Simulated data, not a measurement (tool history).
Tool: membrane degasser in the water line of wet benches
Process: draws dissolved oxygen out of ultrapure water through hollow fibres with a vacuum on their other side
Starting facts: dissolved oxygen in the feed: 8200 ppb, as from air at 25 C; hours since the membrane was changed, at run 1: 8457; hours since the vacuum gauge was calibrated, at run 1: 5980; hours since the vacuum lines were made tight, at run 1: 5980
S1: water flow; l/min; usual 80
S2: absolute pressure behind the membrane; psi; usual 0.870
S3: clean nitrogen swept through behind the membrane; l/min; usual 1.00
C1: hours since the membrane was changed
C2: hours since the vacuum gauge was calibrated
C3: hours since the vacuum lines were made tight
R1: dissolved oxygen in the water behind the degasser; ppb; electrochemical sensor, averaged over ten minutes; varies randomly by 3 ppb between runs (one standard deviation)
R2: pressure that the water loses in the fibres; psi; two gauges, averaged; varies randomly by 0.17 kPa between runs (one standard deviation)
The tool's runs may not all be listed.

run    hour   S1     S2    S3     C1    C2    C3      R1     R2
  1     0.0   80  0.870  1.00   8457  5980  5980   394.6  3.758
  2   143.0   80  0.870  1.00   8600  6123  6123   403.8  3.767
  3   367.1   80  0.870  1.34   8824  6347  6347   335.9  3.793
  4   514.5   80  0.615  1.00   8971  6495  6495   180.2  3.733
  5   620.6   80  0.615  1.00   9077  6601  6601   179.7  3.803
  6   718.8   80  0.615  1.00   9176  6699  6699   180.0  3.767
  7   897.5   80  0.615  1.00   9354  6878  6878   179.3  3.787
  8  1096.0   80  0.870  1.00   9553  7076  7076   400.0  3.806
  9  1227.1   80  0.870  1.00   9684  7207  7207   405.4  3.785
 10  1406.0   80  0.870  1.00   9863  7386  7386   400.4  3.817
 11  1512.4   80  0.870  1.00   9969  7492  7492   400.7  3.755
 12  1643.6   85  0.870  1.00  10100  7624  7624   426.9  4.031
 13  1800.7   80  0.870  0.85  10257  7781  7781   440.7  3.787
 14  1987.9   80  0.870  0.44  10445  7968  7968   625.2  3.796
 15  2165.8   80  0.582  1.00  10623  8146  8146   152.0  3.822
 16  2357.8   81  1.088  0.70  10815  8338  8338   721.3  3.871
 17  2452.1   62  0.870  1.00  10909  8432  8432   326.5  2.934
     2500.5  -- vacuum gauge calibrated
     2515.2  -- seals of the vacuum lines changed
 18  2558.4  127  0.870  1.87  11013    56    43   488.5  6.050
 19  2689.7  127  0.870  1.87  11144   187   174   482.4  6.081
 20  2819.8   79  2.096  1.87  11274   317   305   883.3  3.775
 21  2933.7  103  1.140  1.87  11388   431   419   535.6  4.895
 22  3085.6  103  0.902  1.06  11540   583   570   527.7  4.882
 23  3294.5   80  1.735  0.47  11749   792   779  1642.5  3.816
 24  3392.7   80  1.735  0.47  11847   890   877  1631.8  3.813
 25  3569.8   53  1.067  2.79  12024  1067  1055   176.1  2.503
 26  3682.7   81  1.820  2.37  12137  1180  1168   647.6  3.880
 27  3882.9   66  0.870  1.00  12337  1380  1368   333.6  3.142
 28  4070.1  114  0.870  0.74  12524  1568  1555   642.6  5.416
 29  4162.8   87  0.924  0.81  12617  1660  1648   533.0  4.168

Each row is a separate what-if for the run after 29, all from the same tool condition, not one after another. Results?
  A  4370.4  102  0.625  2.19  12825  1868  1855   ?   ?
  B  4370.4  106  0.619  2.77  12825  1868  1855   ?   ?
  C  4370.4   80  0.870  0.50  12825  1868  1855   ?   ?
  D  4370.4   87  0.924  2.19  12825  1868  1855   ?   ?

run     R1     R2
  A  185.6  4.908
  B  183.0  5.052
  C  574.1  3.851
  D  289.9  4.145
Without the tool's hidden state the same runs would have given:
run     R1     R2
  A  172.1  4.738
  B  168.0  4.875
  C  567.9  3.719
  D  281.8  4.000
